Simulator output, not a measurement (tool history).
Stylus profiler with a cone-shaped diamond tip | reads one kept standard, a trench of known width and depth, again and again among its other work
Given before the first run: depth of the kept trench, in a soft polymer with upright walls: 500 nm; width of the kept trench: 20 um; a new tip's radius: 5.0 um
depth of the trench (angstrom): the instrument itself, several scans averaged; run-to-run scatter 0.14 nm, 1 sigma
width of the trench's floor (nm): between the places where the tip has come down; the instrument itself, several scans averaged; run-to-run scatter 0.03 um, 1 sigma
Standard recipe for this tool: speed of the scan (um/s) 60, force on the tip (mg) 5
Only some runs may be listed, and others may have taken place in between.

| run | day | speed of the scan (um/s) | force on the tip (mg) | depth of the trench (angstrom) | width of the trench's floor (nm) |
|---|---|---|---|---|---|
| 1 | 0 | 60 | 5 | 5074.1 | 15210 |
| 2 | 1.329 | 115 | 5 | 5076 | 15060 |
| 3 | 4.146 | 60 | 4.98 | 5075.5 | 15150 |
| 4 | 5.688 | 60 | 5 | 5073.6 | 15100 |
| 5 | 7.404 | 60 | 5.55 | 5083 | 15110 |
| 6 | 9.483 | 60 | 5.55 | 5080.2 | 15070 |
| 7 | 12.029 | 39 | 5.55 | 5079.6 | 15110 |
| 8 | 13.633 | 138 | 5.55 | 5077.2 | 14840 |
| 9 | 16.008 | 60 | 5 | 5072.4 | 14940 |
| 10 | 18.367 | 60 | 5 | 5069.8 | 14970 |
| 11 | 19.742 | 60 | 5 | 5071 | 14930 |
| 12 | 21.254 | 60 | 5 | 5072.7 | 14910 |
| 13 | 22.65 | 181 | 5 | 5069.5 | 14620 |
| 14 | 24.754 | 44 | 5 | 5070.3 | 14890 |
| 15 | 27.3 | 44 | 5 | 5071.8 | 14820 |
| 16 | 30.117 | 29 | 2.78 | 5041.8 | 14840 |
| 17 | 32.55 | 28 | 7.24 | 5091.3 | 14810 |
| 18 | 34.896 | 27 | 7.24 | 5090.9 | 14750 |
| 19 | 37.708 | 137 | 4.33 | 5060.8 | 14400 |
| 20 | 39.062 | 137 | 4.33 | 5058.7 | 14410 |
| 21 | 41.683 | 22 | 6.89 | 5087.4 | 14700 |
| 22 | 44.142 | 52 | 6.89 | 5083.4 | 14610 |
| 23 | 47.012 | 198 | 3.81 | 5054.9 | 14180 |
| 24 | 48.767 | 28 | 9.6 | 5108.9 | 14580 |
| 25 | 51.221 | 27 | 8.7 | 5101.9 | 14530 |
| 26 | 53.1 | 117 | 5.62 | 5071.4 | 14310 |
| 27 | 55.062 | 64 | 5 | 5067.1 | 14420 |
| 28 | 56.888 | 64 | 5 | 5064.9 | 14350 |

Forecast each of these 4 alternatives for the next run:
| A | 59.946 | 85 | 2.53 | ? | ? |
| B | 59.946 | 64 | 2.83 | ? | ? |
| C | 59.946 | 60 | 6 | ? | ? |
| D | 59.946 | 26 | 5 | ? | ? |

| run | depth of the trench (angstrom) | width of the trench's floor (nm) |
|---|---|---|
| A | 5032.3 | 14230 |
| B | 5040.6 | 14330 |
| C | 5073.1 | 14350 |
| D | 5065.3 | 14440 |
Without the tool's hidden state the same runs would have given:
| run | depth of the trench (angstrom) | width of the trench's floor (nm) |
|---|---|---|
| A | 5049.1 | 15390 |
| B | 5057.4 | 15490 |
| C | 5090 | 15510 |
| D | 5082.2 | 15610 |

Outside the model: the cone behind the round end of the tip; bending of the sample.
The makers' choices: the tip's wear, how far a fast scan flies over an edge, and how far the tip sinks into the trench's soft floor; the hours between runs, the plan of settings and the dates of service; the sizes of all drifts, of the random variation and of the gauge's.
